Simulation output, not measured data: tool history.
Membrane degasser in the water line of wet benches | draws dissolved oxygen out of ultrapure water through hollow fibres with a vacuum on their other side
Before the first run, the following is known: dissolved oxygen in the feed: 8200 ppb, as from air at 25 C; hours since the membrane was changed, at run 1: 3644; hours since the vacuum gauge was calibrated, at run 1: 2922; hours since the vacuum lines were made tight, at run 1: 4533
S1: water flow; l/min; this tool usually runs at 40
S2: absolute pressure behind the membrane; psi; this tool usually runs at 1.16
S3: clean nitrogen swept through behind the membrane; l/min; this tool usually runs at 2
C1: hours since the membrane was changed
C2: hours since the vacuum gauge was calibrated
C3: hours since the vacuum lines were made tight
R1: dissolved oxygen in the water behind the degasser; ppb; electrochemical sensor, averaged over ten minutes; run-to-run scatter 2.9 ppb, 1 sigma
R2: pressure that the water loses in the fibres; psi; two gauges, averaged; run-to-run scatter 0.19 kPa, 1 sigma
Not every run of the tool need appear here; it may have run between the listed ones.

{"run": 1, "hour": 0.0, "S1": 40, "S2": 1.16, "S3": 2, "C1": 3644, "C2": 2922, "C3": 4533, "R1": 332.7, "R2": 5.751}
{"run": 2, "hour": 80.9, "S1": 40, "S2": 1.16, "S3": 2, "C1": 3725, "C2": 3002, "C3": 4614, "R1": 327.3, "R2": 5.786}
{"run": 3, "hour": 168.2, "S1": 40, "S2": 1.16, "S3": 2, "C1": 3813, "C2": 3090, "C3": 4701, "R1": 330.5, "R2": 5.786}
{"run": 4, "hour": 219.2, "S1": 40, "S2": 1.16, "S3": 2, "C1": 3864, "C2": 3141, "C3": 4752, "R1": 324.5, "R2": 5.743}
{"run": 5, "hour": 298.1, "S1": 40, "S2": 1.16, "S3": 2, "C1": 3943, "C2": 3220, "C3": 4831, "R1": 333.1, "R2": 5.764}
{"run": 6, "hour": 368.4, "S1": 40, "S2": 1.16, "S3": 2, "C1": 4013, "C2": 3290, "C3": 4902, "R1": 333.1, "R2": 5.786}
{"run": 7, "hour": 410.8, "S1": 40, "S2": 1.16, "S3": 2, "C1": 4055, "C2": 3332, "C3": 4944, "R1": 323.1, "R2": 5.749}
{"run": 8, "hour": 486.9, "S1": 40, "S2": 1.16, "S3": 2, "C1": 4131, "C2": 3408, "C3": 5020, "R1": 324.9, "R2": 5.765}
{"run": 9, "hour": 526.6, "S1": 40, "S2": 1.16, "S3": 2, "C1": 4171, "C2": 3448, "C3": 5060, "R1": 325.2, "R2": 5.749}
{"run": 10, "hour": 579.7, "S1": 38, "S2": 1.16, "S3": 2, "C1": 4224, "C2": 3501, "C3": 5113, "R1": 301.5, "R2": 5.504}
{"run": 11, "hour": 643.7, "S1": 38, "S2": 1.081, "S3": 2, "C1": 4288, "C2": 3565, "C3": 5177, "R1": 277, "R2": 5.51}
{"run": 12, "hour": 741.6, "S1": 38, "S2": 1.081, "S3": 2, "C1": 4386, "C2": 3663, "C3": 5275, "R1": 282.3, "R2": 5.487}
{"run": 13, "hour": 805.1, "S1": 38, "S2": 1.081, "S3": 2, "C1": 4449, "C2": 3727, "C3": 5338, "R1": 284.2, "R2": 5.481}
{"run": 14, "hour": 886.9, "S1": 40, "S2": 0.835, "S3": 1.8, "C1": 4531, "C2": 3808, "C3": 5420, "R1": 251.4, "R2": 5.765}
{"run": 15, "hour": 947.4, "S1": 56, "S2": 0.786, "S3": 5.3, "C1": 4592, "C2": 3869, "C3": 5481, "R1": 390, "R2": 8.095}
{"run": 16, "hour": 1012.0, "S1": 56, "S2": 0.786, "S3": 5.3, "C1": 4656, "C2": 3934, "C3": 5545, "R1": 393.8, "R2": 8.07}
{"run": 17, "hour": 1077.7, "S1": 41, "S2": 0.786, "S3": 3.16, "C1": 4722, "C2": 3999, "C3": 5611, "R1": 205.3, "R2": 5.871}
{"run": 18, "hour": 1141.8, "S1": 57, "S2": 0.714, "S3": 1.7, "C1": 4786, "C2": 4063, "C3": 5675, "R1": 470.5, "R2": 8.198}
{"run": 19, "hour": 1216.9, "S1": 57, "S2": 0.714, "S3": 1.7, "C1": 4861, "C2": 4138, "C3": 5750, "R1": 463.3, "R2": 8.206}
{"run": 20, "hour": 1257.7, "S1": 44, "S2": 1.381, "S3": 2, "C1": 4902, "C2": 4179, "C3": 5791, "R1": 459.6, "R2": 6.335}
{"run": 21, "hour": 1310.4, "S1": 34, "S2": 1.812, "S3": 1.1, "C1": 4955, "C2": 4232, "C3": 5844, "R1": 632.7, "R2": 4.896}
{"run": 22, "hour": 1403.4, "S1": 31, "S2": 1.838, "S3": 4.21, "C1": 5048, "C2": 4325, "C3": 5937, "R1": 209.6, "R2": 4.473}
{"hour": 1458.9, "done": "seals of the vacuum lines changed"}
{"run": 23, "hour": 1468.2, "S1": 52, "S2": 0.883, "S3": 2.29, "C1": 5111, "C2": 4388, "C3": 9, "R1": 417.2, "R2": 7.436}

Entry by entry between the runs, the difference in hidden state between the last listed run before and the first listed run after:
In the gap between runs 22 and 23: seals of the vacuum lines changed (hour 1458.9)
  air that leaks in behind the membrane, l/min: 0.0023 -> 0.002

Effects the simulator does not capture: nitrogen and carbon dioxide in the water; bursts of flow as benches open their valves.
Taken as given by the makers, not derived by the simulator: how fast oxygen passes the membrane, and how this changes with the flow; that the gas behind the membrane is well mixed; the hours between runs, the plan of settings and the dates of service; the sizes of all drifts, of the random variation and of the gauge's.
